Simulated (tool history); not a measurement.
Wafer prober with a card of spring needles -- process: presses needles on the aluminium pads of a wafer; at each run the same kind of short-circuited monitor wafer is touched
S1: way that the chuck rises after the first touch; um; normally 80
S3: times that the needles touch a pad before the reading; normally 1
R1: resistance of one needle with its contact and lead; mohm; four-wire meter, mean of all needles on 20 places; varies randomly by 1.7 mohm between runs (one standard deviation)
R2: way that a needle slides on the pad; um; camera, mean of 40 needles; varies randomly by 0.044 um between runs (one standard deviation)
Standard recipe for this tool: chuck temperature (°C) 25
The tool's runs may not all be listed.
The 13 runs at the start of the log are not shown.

At hour 155.6: tips cleaned on abrasive film.
Run 14, hour 160.7: usual settings but chuck temperature (°C) 52. Result: R1 247 mohm, R2 19.26 um.
Run 15, hour 174.7: usual settings. Result: R1 331 mohm, R2 19.15 um.
At hour 179.9: tips cleaned on abrasive film.
Run 16, hour 182.0: usual settings but chuck temperature (°C) 30. Result: R1 221 mohm, R2 19.17 um.
Run 17, hour 189.4: usual settings. Result: R1 286 mohm, R2 19.11 um.
Run 18, hour 198.4: usual settings but S1 61 um. Result: R1 429 mohm, R2 14.50 um.
At hour 204.9: tips cleaned on abrasive film.
Run 19, hour 210.8: usual settings but S1 61 um. Result: R1 311 mohm, R2 14.50 um.
Run 20, hour 218.4: usual settings but S1 61 um. Result: R1 383 mohm, R2 14.55 um.
Run 21, hour 227.3: usual settings but S1 61 um, chuck temperature (°C) 125, S3 2. Result: R1 339 mohm, R2 14.56 um.
At hour 230.0: tips cleaned on abrasive film.
Run 22, hour 236.3: usual settings but S1 61 um, chuck temperature (°C) 125, S3 2. Result: R1 277 mohm, R2 14.48 um.
Run 23, hour 251.1: usual settings but chuck temperature (°C) 34, S3 3. Result: R1 235 mohm, R2 19.08 um.
At hour 254.2: tips cleaned on abrasive film.
Run 24, hour 260.2: usual settings but S1 82 um, chuck temperature (°C) 34. Result: R1 261 mohm, R2 19.63 um.
Run 25, hour 268.8: usual settings but S1 82 um, chuck temperature (°C) 34. Result: R1 309 mohm, R2 19.57 um.
Run 26, hour 276.1: usual settings but S1 82 um, chuck temperature (°C) 34. Result: R1 342 mohm, R2 19.64 um.
At hour 279.1: tips cleaned on abrasive film.
Run 27, hour 284.7: usual settings but S1 82 um, chuck temperature (°C) 34. Result: R1 252 mohm, R2 19.61 um.
Run 28, hour 298.6: usual settings but S1 64 um, chuck temperature (°C) 110, S3 2. Result: R1 323 mohm, R2 15.21 um.
At hour 304.3: tips cleaned on abrasive film.
Run 29, hour 307.5: usual settings but chuck temperature (°C) 95. Result: R1 233 mohm, R2 19.04 um.
Run 30, hour 321.7: usual settings but S1 76 um, chuck temperature (°C) 48, S3 2. Result: R1 276 mohm, R2 18.08 um.
At hour 328.7: tips cleaned on abrasive film.
Run 31, hour 331.0: usual settings but S1 77 um. Result: R1 225 mohm, R2 18.34 um.
Run 32, hour 338.7: usual settings but S1 77 um. Result: R1 301 mohm, R2 18.34 um.
Run 33, hour 348.1: usual settings but S1 77 um. Result: R1 347 mohm, R2 18.37 um.

Here are 5 independent what-if runs from the current tool condition. What would each one return?
At hour 353.5: tips cleaned on abrasive film.
Run A, hour 356.2: usual settings but S1 77 um, chuck temperature (°C) 55, S3 2. Result: R1 ?, R2 ?.
At hour 353.5: tips cleaned on abrasive film.
Run B, hour 356.2: usual settings but S1 84 um, chuck temperature (°C) 55. Result: R1 ?, R2 ?.
At hour 353.5: tips cleaned on abrasive film.
Run C, hour 356.2: usual settings but S1 88 um, chuck temperature (°C) 86, S3 2. Result: R1 ?, R2 ?.
At hour 353.5: tips cleaned on abrasive film.
Run D, hour 356.2: usual settings but S1 82 um, chuck temperature (°C) 79. Result: R1 ?, R2 ?.
At hour 353.5: tips cleaned on abrasive film.
Run E, hour 356.2: usual settings but S3 3. Result: R1 ?, R2 ?.

run   R1     R2
  A  212  18.34
  B  221  20.04
  C  210  21.04
  D  229  19.61
  E  195  19.09
Had the tool no hidden state, the same runs would have come out as:
run   R1     R2
  A  184  18.74
  B  181  20.44
  C  188  21.44
  D  188  20.01
  E  178  19.49
